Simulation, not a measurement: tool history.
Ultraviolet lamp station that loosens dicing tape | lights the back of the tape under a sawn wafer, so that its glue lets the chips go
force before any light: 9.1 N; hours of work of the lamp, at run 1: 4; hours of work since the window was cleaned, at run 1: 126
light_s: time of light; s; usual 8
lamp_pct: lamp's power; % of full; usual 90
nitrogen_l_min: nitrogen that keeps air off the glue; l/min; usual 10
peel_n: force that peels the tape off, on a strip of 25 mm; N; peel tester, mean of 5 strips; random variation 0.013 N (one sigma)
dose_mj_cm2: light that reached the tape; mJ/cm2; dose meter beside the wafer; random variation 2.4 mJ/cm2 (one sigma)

run	hour	light_s	lamp_pct	nitrogen_l_min	hours of work of the lamp	hours of work since the window was cleaned	peel_n	dose_mj_cm2
1	0.0	8	90	10	4	126	0.652	252
2	7.2	8	90	10	8	130	0.669	248
3	13.8	8	90	10	11	133	0.637	252
4	23.3	8	90	10	16	138	0.671	249
5	34.3	8	90	10	22	144	0.675	249
6	45.1	8	90	10	27	149	0.690	247
7	56.4	8	90	10	33	155	0.672	244
8	62.2	8	64	10	36	158	1.290	178
9	71.9	8	90	10	41	163	0.678	242
# hour 73.2: window cleaned of glue's vapour
10	79.0	8	90	10	45	3	0.745	238
11	84.6	8	90	4	48	6	1.598	236
12	96.4	11	86	4	54	12	0.969	311
13	109.1	14	60	10	60	19	0.559	274
14	115.0	14	74	10	63	22	0.383	338
15	122.0	13	84	10	67	25	0.363	354
16	135.7	12	64	10	74	32	0.683	249
17	144.4	12	64	10	79	37	0.678	245
# hour 147.0: window cleaned of glue's vapour, once more
18	156.5	12	64	10	85	5	0.555	274
19	164.4	6	77	9	89	9	1.526	166
20	176.2	6	77	9	95	15	1.543	168

Hidden state or all else? Some run-to-run changes of peel_n, split into what the settings, what came in and random variation would give without the hidden state, and what is left for the hidden state (with any gauge scatter that isn't in both results):
The hidden state here: lamp's light, % of a new lamp's; light that the window lets through, % of a clean one's; drift of the gauge itself on peel_n, %; drift of the gauge itself on dose_mj_cm2, %.
Run 10 -> 11: nitrogen_l_min 10 -> 4. peel_n +0.853 N: hidden state +0.140, all else +0.713.
Run 17 -> 18: window cleaned of glue's vapour, once more. peel_n -0.123 N: hidden state -0.134, all else +0.011.
Run 18 -> 19: light_s 12 -> 6, lamp_pct 64 -> 77, nitrogen_l_min 10 -> 9. peel_n +0.971 N: hidden state +0.043, all else +0.928.
